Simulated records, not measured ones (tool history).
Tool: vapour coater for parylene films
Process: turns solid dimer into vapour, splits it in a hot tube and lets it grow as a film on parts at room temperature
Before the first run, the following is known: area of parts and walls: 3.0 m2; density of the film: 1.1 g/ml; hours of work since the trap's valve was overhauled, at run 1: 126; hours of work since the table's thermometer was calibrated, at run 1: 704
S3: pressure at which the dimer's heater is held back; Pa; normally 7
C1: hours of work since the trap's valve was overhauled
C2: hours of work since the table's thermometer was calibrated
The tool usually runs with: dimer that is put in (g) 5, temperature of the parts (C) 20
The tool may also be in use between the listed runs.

Run 1, hour 0: usual settings; C1 126; C2 704. Result: thickness of the film (um) 1.09.
Run 2, hour 20.6: usual settings; C1 141; C2 719. Result: thickness of the film (um) 1.087.
Run 3, hour 39: usual settings; C1 155; C2 732. Result: thickness of the film (um) 1.077.
Run 4, hour 69.7: usual settings but temperature of the parts (C) 13; C1 177; C2 755. Result: thickness of the film (um) 1.445.
Run 5, hour 93.8: usual settings but temperature of the parts (C) 13; C1 195; C2 773. Result: thickness of the film (um) 1.44.
Run 6, hour 110.9: usual settings but temperature of the parts (C) 13; C1 208; C2 785. Result: thickness of the film (um) 1.432.
Run 7, hour 139.5: usual settings but temperature of the parts (C) 13; C1 229; C2 806. Result: thickness of the film (um) 1.423.
Run 8, hour 162.9: usual settings but S3 4.95 Pa; C1 246; C2 824. Result: thickness of the film (um) 1.122.
Run 9, hour 178.6: usual settings but S3 4.95 Pa; C1 257; C2 835. Result: thickness of the film (um) 1.113.
Run 10, hour 204.9: usual settings but S3 4.95 Pa; C1 277; C2 854. Result: thickness of the film (um) 1.117.
Run 11, hour 236.5: usual settings but S3 4.95 Pa; C1 300; C2 878. Result: thickness of the film (um) 1.131.
Run 12, hour 251.7: usual settings but S3 4.95 Pa; C1 311; C2 889. Result: thickness of the film (um) 1.118.
At hour 276.9: trap's valve overhauled.
Run 13, hour 282.1: usual settings but S3 4.95 Pa; C1 4; C2 908. Result: thickness of the film (um) 1.182.
At hour 284.9: table's thermometer calibrated.
Run 14, hour 306.6: usual settings but S3 4.95 Pa; C1 21; C2 16. Result: thickness of the film (um) 1.183.
Run 15, hour 329: usual settings but S3 4.95 Pa; C1 38; C2 32. Result: thickness of the film (um) 1.156.
Run 16, hour 358.9: usual settings but temperature of the parts (C) 13; C1 60; C2 54. Result: thickness of the film (um) 1.463.
Run 17, hour 390.3: usual settings but temperature of the parts (C) 13; C1 83; C2 77. Result: thickness of the film (um) 1.455.
Run 18, hour 404.1: usual settings but temperature of the parts (C) 13; C1 93; C2 88. Result: thickness of the film (um) 1.445.
Run 19, hour 430: usual settings; C1 112; C2 107. Result: thickness of the film (um) 1.098.
Run 20, hour 447.1: usual settings; C1 124; C2 119. Result: thickness of the film (um) 1.083.
At hour 465.8: table's thermometer calibrated, once more.
Run 21, hour 476.2: usual settings but dimer that is put in (g) 8; C1 145; C2 8. Result: thickness of the film (um) 1.671.
Run 22, hour 507.4: usual settings; C1 168; C2 31. Result: thickness of the film (um) 1.043.
Run 23, hour 536.8: usual settings; C1 189; C2 52. Result: thickness of the film (um) 1.042.
Run 24, hour 565.9: usual settings but dimer that is put in (g) 8; C1 211; C2 74. Result: thickness of the film (um) 1.654.
Run 25, hour 594: usual settings but dimer that is put in (g) 8; C1 231; C2 94. Result: thickness of the film (um) 1.657.
Run 26, hour 623.7: usual settings but temperature of the parts (C) 32, S3 5.05 Pa; C1 253; C2 116. Result: thickness of the film (um) 0.611.
Run 27, hour 647.8: usual settings but temperature of the parts (C) 32, S3 5.05 Pa; C1 271; C2 134. Result: thickness of the film (um) 0.609.
Run 28, hour 664.9: usual settings but temperature of the parts (C) 32, S3 4.53 Pa; C1 284; C2 146. Result: thickness of the film (um) 0.608.
Run 29, hour 690.5: usual settings but dimer that is put in (g) 7, temperature of the parts (C) 28; C1 302; C2 165. Result: thickness of the film (um) 0.973.
Run 30, hour 708.8: usual settings but dimer that is put in (g) 2, temperature of the parts (C) 28; C1 316; C2 179. Result: thickness of the film (um) 0.281.
At hour 725.5: trap's valve overhauled.
Run 31, hour 739.7: usual settings but dimer that is put in (g) 2, temperature of the parts (C) 28; C1 10; C2 198. Result: thickness of the film (um) 0.281.
Run 32, hour 761.5: usual settings but dimer that is put in (g) 2, temperature of the parts (C) 28; C1 26; C2 214. Result: thickness of the film (um) 0.287.
Run 33, hour 786.9: usual settings but temperature of the parts (C) 14; C1 45; C2 233. Result: thickness of the film (um) 1.434.
Run 34, hour 816.2: usual settings but temperature of the parts (C) 19, S3 4.48 Pa; C1 67; C2 254. Result: thickness of the film (um) 1.202.
Run 35, hour 838.1: usual settings but S3 5.54 Pa; C1 83; C2 271. Result: thickness of the film (um) 1.104.
Run 36, hour 865.2: usual settings but S3 5.54 Pa; C1 103; C2 290. Result: thickness of the film (um) 1.11.
Run 37, hour 886: usual settings but dimer that is put in (g) 3, temperature of the parts (C) 26, S3 3.71 Pa; C1 118; C2 306. Result: thickness of the film (um) 0.525.
Run 38, hour 904.9: usual settings but dimer that is put in (g) 3, temperature of the parts (C) 26, S3 3.71 Pa; C1 132; C2 320. Result: thickness of the film (um) 0.53.
Run 39, hour 930.5: usual settings but S3 6.81 Pa; C1 151; C2 338. Result: thickness of the film (um) 1.064.
Run 40, hour 954.7: usual settings but dimer that is put in (g) 3, S3 4.05 Pa; C1 168; C2 356. Result: thickness of the film (um) 0.681.
Run 41, hour 983.8: usual settings but dimer that is put in (g) 3, S3 4.05 Pa; C1 190; C2 378. Result: thickness of the film (um) 0.701.
Run 42, hour 1000.5: usual settings but dimer that is put in (g) 4, S3 3.52 Pa; C1 202; C2 390. Result: thickness of the film (um) 0.927.
Run 43, hour 1018.9: usual settings but dimer that is put in (g) 4, S3 3.69 Pa; C1 216; C2 403. Result: thickness of the film (um) 0.924.
Run 44, hour 1034.6: usual settings but dimer that is put in (g) 2, temperature of the parts (C) 24, S3 4.03 Pa; C1 227; C2 415. Result: thickness of the film (um) 0.378.
Run 45, hour 1064.5: usual settings but dimer that is put in (g) 3, temperature of the parts (C) 27; C1 249; C2 437. Result: thickness of the film (um) 0.442.
Run 46, hour 1082.7: usual settings but temperature of the parts (C) 30, S3 11.25 Pa; C1 262; C2 450. Result: thickness of the film (um) 0.591.
Run 47, hour 1096.6: usual settings but dimer that is put in (g) 4, S3 4.03 Pa; C1 273; C2 460. Result: thickness of the film (um) 0.903.

4 options for the next run, each taken on its own from the tool as it stands now. Forecast them:
Run A, hour 1119.2: usual settings but temperature of the parts (C) 28; C1 289; C2 477. Result: thickness of the film (um) ?.
Run B, hour 1119.2: usual settings but dimer that is put in (g) 4, temperature of the parts (C) 19, S3 3.43 Pa; C1 289; C2 477. Result: thickness of the film (um) ?.
Run C, hour 1119.2: usual settings but temperature of the parts (C) 14; C1 289; C2 477. Result: thickness of the film (um) ?.
Run D, hour 1119.2: usual settings but dimer that is put in (g) 4, S3 10.29 Pa; C1 289; C2 477. Result: thickness of the film (um) ?.

run  thickness of the film (um)
  A                        0.69
  B                       0.965
  C                       1.388
  D                       0.779
Had the tool no hidden state, the same runs would have come out as:
run  thickness of the film (um)
  A                       0.724
  B                       1.013
  C                       1.456
  D                       0.817
